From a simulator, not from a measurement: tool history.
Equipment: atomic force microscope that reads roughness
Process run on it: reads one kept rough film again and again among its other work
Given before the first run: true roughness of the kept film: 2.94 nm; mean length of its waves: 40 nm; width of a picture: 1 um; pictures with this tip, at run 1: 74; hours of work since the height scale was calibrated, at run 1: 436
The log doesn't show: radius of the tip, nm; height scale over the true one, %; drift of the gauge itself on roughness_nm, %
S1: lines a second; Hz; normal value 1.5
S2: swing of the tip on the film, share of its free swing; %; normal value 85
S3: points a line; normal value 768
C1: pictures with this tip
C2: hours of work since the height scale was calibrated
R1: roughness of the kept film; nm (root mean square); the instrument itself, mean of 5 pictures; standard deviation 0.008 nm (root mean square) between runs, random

run,hour,S1,S2,S3,C1,C2,R1
1,0,1.5,85,768,74,436,2.533
2,42.1,1.5,85,768,130,464,2.52
3,64.2,2.98,85,768,159,479,2.284
4,83.2,2.98,85,768,185,491,2.277
5,125.7,1.5,85,358,241,520,2.454
# hour 159.9: new tip fitted
6,169.7,1.5,85,768,13,549,2.552
7,207.4,1.5,57,768,64,574,2.733
8,233.1,1.5,57,768,98,591,2.728
9,256.9,1.5,85,768,130,607,2.509
10,291.9,1.5,85,768,176,630,2.498
11,310.7,1.5,85,768,201,643,2.491
12,347.9,1.5,78,768,251,667,2.558
# hour 374.7: new tip fitted
13,387.5,1.5,85,623,17,693,2.526
14,428,1.5,85,623,71,720,2.526
15,450.2,1.5,85,768,101,735,2.518
16,479,1.5,85,768,139,754,2.511
17,498.7,1.78,85,768,165,768,2.452
18,533.9,1.78,85,768,212,791,2.436
19,558.1,1.78,85,768,245,807,2.404
# hour 587.8: new tip fitted
20,589.5,1.78,59,768,2,828,2.734
21,611.4,2.54,85,768,31,842,2.377
22,639.9,1.5,85,361,69,861,2.509
23,684,1.5,85,768,128,891,2.495
24,726.6,1.5,85,522,185,919,2.479
25,772.2,1.5,85,522,245,950,2.462
26,796,1.5,85,768,277,965,2.443
# hour 800.5: new tip fitted
27,816.4,2.25,85,472,21,979,2.407
28,854.7,2.15,85,528,72,1004,2.416
29,886.7,2.15,85,528,115,1026,2.395
30,914.5,2.15,75,758,152,1044,2.515
31,950.8,0.94,57,768,200,1068,2.692
32,972,0.66,73,1013,228,1082,2.645
33,991.4,0.66,73,1013,254,1095,2.629
# hour 1014: new tip fitted
34,1022.5,3.13,82,461,11,1116,2.343
35,1059.4,3.13,82,461,60,1140,2.341
36,1090.7,3.13,82,461,102,1161,2.335
37,1112,3.13,82,461,130,1175,2.298
38,1136.9,1.5,57,451,163,1192,2.682
39,1181.8,1.5,59,768,223,1222,2.667
40,1223.6,0.87,84,299,279,1250,2.544
# hour 1229.4: new tip fitted
41,1244.5,0.87,84,299,20,1263,2.628
42,1279.3,2.32,65,494,67,1287,2.627
43,1322.6,0.55,77,422,125,1316,2.659
44,1362.3,3.2,85,1010,177,1342,2.244
45,1405.2,0.99,68,768,235,1371,2.636
# hour 1443.5: new tip fitted
46,1444.7,0.99,68,768,2,1397,2.723
47,1472.1,0.99,68,768,38,1415,2.713
48,1500.7,2.84,85,1020,76,1434,2.312
49,1524.9,2.84,85,1020,109,1450,2.311
50,1562.7,2.84,85,1020,159,1475,2.287
51,1590,2.84,85,1020,195,1493,2.278
52,1612.4,3.78,75,460,225,1508,2.335

How would selected steps in R1 from run to run divide? Give the signed amount a tool lacking its hidden state would still show from settings, what came in and random variation, and the signed amount left for the hidden state, including any gauge scatter that is not in both of the compared results.
Run 26 -> 27: S1 1.5 -> 2.25, S3 768 -> 472, new tip fitted. R1 -0.036 nm (root mean square): hidden state +0.081, all else -0.117.
Run 33 -> 34: S1 0.66 -> 3.13, S2 73 -> 82, S3 1013 -> 461, new tip fitted. R1 -0.286 nm (root mean square): hidden state +0.094, all else -0.38.
Run 40 -> 41: new tip fitted. R1 +0.084 nm (root mean square): hidden state +0.092, all else -0.008.
Run 43 -> 44: S1 0.55 -> 3.2, S2 77 -> 85, S3 422 -> 1010. R1 -0.415 nm (root mean square): hidden state -0.004, all else -0.411.
Run 44 -> 45: S1 3.2 -> 0.99, S2 85 -> 68, S3 1010 -> 768. R1 +0.392 nm (root mean square): hidden state -0.034, all else +0.426.
Run 47 -> 48: S1 0.99 -> 2.84, S2 68 -> 85, S3 768 -> 1020. R1 -0.401 nm (root mean square): hidden state -0.005, all else -0.396.

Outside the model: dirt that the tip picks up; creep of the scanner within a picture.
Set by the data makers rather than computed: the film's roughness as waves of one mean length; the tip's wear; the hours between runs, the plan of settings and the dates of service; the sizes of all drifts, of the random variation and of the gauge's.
